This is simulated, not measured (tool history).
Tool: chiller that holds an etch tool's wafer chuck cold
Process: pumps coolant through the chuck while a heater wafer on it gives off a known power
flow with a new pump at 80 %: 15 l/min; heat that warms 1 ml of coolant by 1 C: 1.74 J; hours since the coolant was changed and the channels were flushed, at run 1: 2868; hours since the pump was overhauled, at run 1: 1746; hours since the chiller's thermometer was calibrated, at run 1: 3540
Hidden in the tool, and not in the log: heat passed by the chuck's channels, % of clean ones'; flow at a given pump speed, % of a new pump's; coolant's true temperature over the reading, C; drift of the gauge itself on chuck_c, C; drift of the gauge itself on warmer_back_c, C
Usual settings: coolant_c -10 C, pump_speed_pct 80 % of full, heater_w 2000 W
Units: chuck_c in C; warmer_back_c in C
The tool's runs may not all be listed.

run    hour  coolant_c  pump_speed_pct  heater_w  hours since the coolant was changed and the channels were flushed  hours since the pump was overhauled  hours since the chiller's thermometer was calibrated  chuck_c  warmer_back_c
  1       0        -10              80      2000                                                               2868                                 1746                                                  3540     14.3           4.71
  2    80.6        -10              80      2000                                                               2948                                 1827                                                  3620     14.4           4.69
  3   214.4        -10              80      2000                                                               3082                                 1961                                                  3754     14.4            4.7
  4   286.2         -1              80      2000                                                               3154                                 2032                                                  3826     23.4           4.73
  5   365.8        -16              80      2000                                                               3234                                 2112                                                  3906      8.5            4.7
  6   492.4        -10              80      1308                                                               3360                                 2239                                                  4032        6           3.12
      601.1  -- chiller's thermometer calibrated
  7   616.2        -10              80      1308                                                               3483                                 2362                                                    15      6.3           3.13
  8   714.8        -10              80      2000                                                               3581                                 2460                                                   114     15.2           4.79
  9   830.5        -17              80      2000                                                               3697                                 2576                                                   229      8.1           4.81
 10   933.7        -17              80      2000                                                               3800                                 2679                                                   333      8.3           4.83
 11  1027.8        -10              80      2000                                                               3894                                 2773                                                   427     15.3           4.76
 12    1125        -10              80      2000                                                               3992                                 2870                                                   524     15.4            4.8
 13  1256.2        -10              80      2000                                                               4123                                 3001                                                   655     15.5            4.8
 14  1330.3        -10              80      2000                                                               4197                                 3076                                                   729     15.5            4.8
 15  1396.2        -10              80      2000                                                               4263                                 3142                                                   795     15.7            4.8
 16  1509.3         -1              80      2000                                                               4376                                 3255                                                   908     24.5           4.82
 17  1603.6         -5              93      1454                                                               4470                                 3349                                                  1002     11.6           3.04
 18  1664.6         -5              79      1454                                                               4531                                 3410                                                  1063       14           3.52
 19  1758.8         -5              79      1454                                                               4625                                 3504                                                  1158     13.9           3.53
 20  1850.9        -10              66      2056                                                               4718                                 3596                                                  1250     20.9           6.01
 21  1969.7         -8              80      2000                                                               4836                                 3715                                                  1369     18.1           4.84
 22  2043.5         -5              74      2000                                                               4910                                 3789                                                  1442     22.7            5.3
 23  2098.9         -1              88      1122                                                               4966                                 3844                                                  1498     12.3           2.43
 24  2217.2         -5              60      1372                                                               5084                                 3962                                                  1616     17.5           4.39
 25  2333.5         -5              74      1721                                                               5200                                 4079                                                  1732     18.9            4.5
 26  2460.5        -16              74      1185                                                               5327                                 4206                                                  1859      0.4           3.13
 27  2530.7        -10              61      1344                                                               5397                                 4276                                                  1930     11.8           4.26
 28  2598.6        -14              78      1592                                                               5465                                 4344                                                  1997      7.6           4.04
 29  2670.6        -10              97      2000                                                               5537                                 4416                                                  2069     12.8           4.04
 30    2730        -18              97      1866                                                               5597                                 4475                                                  2129      3.2           3.78
 31  2810.6        -18              97      2781                                                               5677                                 4556                                                  2209     13.7           5.64

Some steps in chuck_c between neighbouring runs. How much of each would the tool show without its hidden state too (settings, what came in, random variation), and how much is left for the hidden state, with any gauge scatter that isn't in both results?
Run 4 -> 5: coolant_c -1 -> -16. chuck_c -14.9 C: hidden state +0, all else -14.9.
Run 16 -> 17: coolant_c -1 -> -5, pump_speed_pct 80 -> 93, heater_w 2000 -> 1454. chuck_c -12.9 C: hidden state -0.9, all else -12.
Run 19 -> 20: coolant_c -5 -> -10, pump_speed_pct 79 -> 66, heater_w 1454 -> 2056. chuck_c +7 C: hidden state +1.4, all else +5.6.
Run 22 -> 23: coolant_c -5 -> -1, pump_speed_pct 74 -> 88, heater_w 2000 -> 1122. chuck_c -10.4 C: hidden state -1.8, all else -8.6.
Run 25 -> 26: coolant_c -5 -> -16, heater_w 1721 -> 1185. chuck_c -18.5 C: hidden state -0.9, all else -17.6.
Run 30 -> 31: heater_w 1866 -> 2781. chuck_c +10.5 C: hidden state +1.5, all else +9.

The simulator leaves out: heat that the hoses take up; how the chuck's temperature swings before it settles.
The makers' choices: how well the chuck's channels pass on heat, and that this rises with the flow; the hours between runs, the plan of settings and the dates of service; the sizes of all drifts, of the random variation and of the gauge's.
